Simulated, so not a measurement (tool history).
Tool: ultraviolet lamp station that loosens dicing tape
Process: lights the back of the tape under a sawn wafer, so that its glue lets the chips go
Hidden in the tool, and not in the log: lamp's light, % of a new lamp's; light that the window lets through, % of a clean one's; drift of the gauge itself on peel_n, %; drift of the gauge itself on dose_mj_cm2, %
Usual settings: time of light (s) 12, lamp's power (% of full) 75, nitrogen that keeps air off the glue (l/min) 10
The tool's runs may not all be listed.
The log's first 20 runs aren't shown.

run   hour  time of light (s)  lamp's power (% of full)  nitrogen that keeps air off the glue (l/min)  hours of work of the lamp  hours of work since the window was cleaned  force that peels the tape off (N)  light that reached the tape (J/m2)
 21  475.9                 12                        75                                            15                        564                                         147                              0.903                                4700
 22    495                 19                        76                                             8                        573                                         155                              0.437                                7460
 23  525.4                 19                        76                                             8                        586                                         168                              0.456                                7460
 24  555.4                 21                        83                                             7                        599                                         181                              0.327                                9050
 25  588.1                 21                        83                                             7                        613                                         195                               0.33                                9010
     621.4  -- lamp changed
 26  621.4                 21                        83                                             7                          0                                         209                              0.335                                9150
 27  645.2                 21                        83                                             7                         10                                         219                              0.321                                9170
 28  680.8                  6                        85                                             7                         26                                         235                              2.542                                2670
 29  702.1                  6                        61                                             5                         35                                         244                              3.689                                1930

Run 30 comes next. What will it give?
 30  735.7                 17                        75                                            10                         49                                         258                                  ?                                   ?

{"run 30": {"force that peels the tape off (N)": 0.508, "light that reached the tape (J/m2)": 6640}}
Without the tool's hidden state the same run would have given force that peels the tape off (N) 0.506, light that reached the tape (J/m2) 6650.

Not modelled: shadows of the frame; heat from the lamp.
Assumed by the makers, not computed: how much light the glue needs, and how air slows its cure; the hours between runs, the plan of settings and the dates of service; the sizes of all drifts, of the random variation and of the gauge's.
